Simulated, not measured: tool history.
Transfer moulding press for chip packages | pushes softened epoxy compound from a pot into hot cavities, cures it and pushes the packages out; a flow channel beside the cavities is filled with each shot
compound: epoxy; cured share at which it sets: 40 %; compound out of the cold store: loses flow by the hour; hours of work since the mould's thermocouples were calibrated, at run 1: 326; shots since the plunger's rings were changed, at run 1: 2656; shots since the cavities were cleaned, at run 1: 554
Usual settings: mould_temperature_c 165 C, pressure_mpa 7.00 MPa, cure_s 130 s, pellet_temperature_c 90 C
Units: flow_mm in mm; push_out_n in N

run	hour	mould_temperature_c	pressure_mpa	cure_s	pellet_temperature_c	hours of work since the mould's thermocouples were calibrated	shots since the plunger's rings were changed	shots since the cavities were cleaned	incoming compound's hours out of the cold store	flow_mm	push_out_n
1	0.0	165	7.00	130	90	326	2656	554	18.4	875	775
# hour 10.0: cavities cleaned with cleaning compound and waxed
# hour 70.8: cavities cleaned with cleaning compound and waxed
2	70.8	165	7.00	130	90	374	3407	0	45.2	764	447
# hour 131.1: cavities cleaned with cleaning compound and waxed
3	146.2	165	7.00	130	90	426	4225	167	23.6	837	623
# hour 153.2: plunger's sealing rings changed
# hour 197.8: cavities cleaned with cleaning compound and waxed
4	217.9	165	7.00	130	90	474	700	223	38.1	810	631
# hour 258.2: cavities cleaned with cleaning compound and waxed
5	276.6	165	7.00	130	90	515	1333	203	19.2	886	679
# hour 323.1: cavities cleaned with cleaning compound and waxed
6	362.5	165	7.44	130	90	575	2268	437	46.7	793	694
# hour 388.1: cavities cleaned with cleaning compound and waxed
7	445.7	165	7.44	130	90	632	3173	638	34.1	829	810
# hour 454.8: cavities cleaned with cleaning compound and waxed
# hour 476.6: cavities cleaned with cleaning compound and waxed, once more
8	518.5	165	7.44	130	90	682	3946	464	22.4	870	763
# hour 538.1: cavities cleaned with cleaning compound and waxed
# hour 552.1: plunger's sealing rings changed
9	583.4	165	7.44	130	90	725	346	474	38.7	841	773
# hour 604.9: cavities cleaned with cleaning compound and waxed
# hour 632.3: mould's thermocouples calibrated
10	656.0	165	7.44	130	90	17	1111	544	46.2	803	714
# hour 671.1: cavities cleaned with cleaning compound and waxed
11	706.7	165	7.44	130	90	52	1656	394	33.2	849	680
# hour 732.9: cavities cleaned with cleaning compound and waxed
12	751.4	165	7.00	150	90	82	2134	205	18.2	869	537
# hour 797.8: cavities cleaned with cleaning compound and waxed
13	819.7	165	7.00	150	90	130	2874	243	36.3	801	563
# hour 858.0: cavities cleaned with cleaning compound and waxed
# hour 918.0: cavities cleaned with cleaning compound and waxed
14	922.5	165	7.00	150	90	201	3979	50	9.3	898	444
# hour 952.4: plunger's sealing rings changed
15	973.1	169	8.51	115	92	235	229	583	19.6	949	768
# hour 982.1: cavities cleaned with cleaning compound and waxed
16	1022.3	165	7.30	163	90	269	757	446	40.5	812	607
# hour 1045.3: cavities cleaned with cleaning compound and waxed
17	1073.7	158	7.00	130	85	304	1309	314	27.0	896	1121
# hour 1112.3: cavities cleaned with cleaning compound and waxed
18	1139.4	158	7.00	130	85	349	2020	300	43.4	827	1031
# hour 1178.2: cavities cleaned with cleaning compound and waxed
19	1208.4	162	7.00	130	93	397	2768	335	17.7	898	829
# hour 1240.5: cavities cleaned with cleaning compound and waxed
20	1274.9	170	8.23	159	87	443	3487	380	43.3	801	575
# hour 1301.0: cavities cleaned with cleaning compound and waxed
21	1341.5	170	8.23	136	87	490	4209	449	15.8	904	608
# hour 1351.9: plunger's sealing rings changed
# hour 1366.0: cavities cleaned with cleaning compound and waxed
22	1421.7	172	7.00	130	90	544	756	617	13.0	871	661
# hour 1427.6: cavities cleaned with cleaning compound and waxed
# hour 1491.9: cavities cleaned with cleaning compound and waxed
23	1518.1	172	7.00	130	90	610	1791	290	21.9	824	515
# hour 1552.9: cavities cleaned with cleaning compound and waxed
# hour 1613.5: cavities cleaned with cleaning compound and waxed
24	1622.6	158	7.34	148	83	682	2915	101	39.2	863	713
# hour 1674.7: cavities cleaned with cleaning compound and waxed
25	1698.6	169	7.00	136	82	735	3739	264	28.6	801	551

Measured less the same run without the tool's hidden state. The same run-to-run variation is in both; the gauge's scatter may not be:
The hidden state here: true mould temperature over the reading, C; pressure that reaches the compound, % of what is set; grip of the stained cavities, % over clean ones'; drift of the gauge itself on flow_mm, %; drift of the gauge itself on push_out_n, %.
run	flow_mm	push_out_n
1	-20	+329
2	-24	+18
3	-33	+174
4	+0	+191
5	-4	+211
6	-12	+278
7	-19	+378
8	-26	+324
9	+7	+342
10	-9	+287
11	-13	+245
12	-17	+140
13	-22	+158
14	-35	+46
15	+0	+337
16	-4	+231
17	-8	+392
18	-13	+373
19	-20	+315
20	-26	+212
21	-35	+241
22	-1	+284
23	-8	+167
24	-16	+174
25	-24	+181

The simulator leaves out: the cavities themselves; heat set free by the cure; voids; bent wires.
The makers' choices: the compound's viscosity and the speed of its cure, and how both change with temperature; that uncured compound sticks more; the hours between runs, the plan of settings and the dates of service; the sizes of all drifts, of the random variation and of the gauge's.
